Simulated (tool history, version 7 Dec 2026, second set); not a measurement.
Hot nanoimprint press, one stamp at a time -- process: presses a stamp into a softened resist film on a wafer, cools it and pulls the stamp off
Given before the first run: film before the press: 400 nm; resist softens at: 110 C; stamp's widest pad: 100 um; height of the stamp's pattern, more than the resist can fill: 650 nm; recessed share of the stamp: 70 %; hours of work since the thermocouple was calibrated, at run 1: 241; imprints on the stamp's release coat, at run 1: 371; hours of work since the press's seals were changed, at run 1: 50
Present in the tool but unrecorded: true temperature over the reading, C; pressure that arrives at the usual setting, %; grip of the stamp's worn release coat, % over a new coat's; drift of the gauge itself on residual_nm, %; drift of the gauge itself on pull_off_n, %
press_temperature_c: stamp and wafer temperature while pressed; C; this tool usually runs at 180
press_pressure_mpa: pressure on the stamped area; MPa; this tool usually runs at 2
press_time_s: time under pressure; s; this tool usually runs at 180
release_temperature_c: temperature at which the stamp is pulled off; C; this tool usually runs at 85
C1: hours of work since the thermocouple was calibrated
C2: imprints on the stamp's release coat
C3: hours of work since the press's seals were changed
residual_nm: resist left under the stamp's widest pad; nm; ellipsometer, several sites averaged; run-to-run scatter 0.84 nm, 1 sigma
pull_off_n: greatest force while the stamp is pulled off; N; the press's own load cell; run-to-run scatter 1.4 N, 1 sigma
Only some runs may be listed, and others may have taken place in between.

Run 1, day 0: usual settings; C1 241; C2 371; C3 50. Result: residual_nm 225.3 nm, pull_off_n 111 N.
Run 2, day 0.342: usual settings; C1 244; C2 398; C3 54. Result: residual_nm 223.5 nm, pull_off_n 114 N.
Run 3, day 0.725: usual settings; C1 249; C2 429; C3 58. Result: residual_nm 224.3 nm, pull_off_n 111 N.
Run 4, day 1.025: usual settings; C1 252; C2 454; C3 61. Result: residual_nm 223.5 nm, pull_off_n 111 N.
Run 5, day 1.312: usual settings; C1 255; C2 477; C3 64. Result: residual_nm 222.8 nm, pull_off_n 117 N.
Run 6, day 1.554: usual settings; C1 258; C2 497; C3 67. Result: residual_nm 223.9 nm, pull_off_n 114 N.

Predict the results of run 7:
Run 7, day 1.883: usual settings; C1 261; C2 524; C3 70. Result: residual_nm ?, pull_off_n ?.

residual_nm: 224.2 nm
pull_off_n: 110 N
On a tool with no hidden condition, and with the same random variation, this run would have come out at residual_nm 225.2 nm, pull_off_n 110 N.

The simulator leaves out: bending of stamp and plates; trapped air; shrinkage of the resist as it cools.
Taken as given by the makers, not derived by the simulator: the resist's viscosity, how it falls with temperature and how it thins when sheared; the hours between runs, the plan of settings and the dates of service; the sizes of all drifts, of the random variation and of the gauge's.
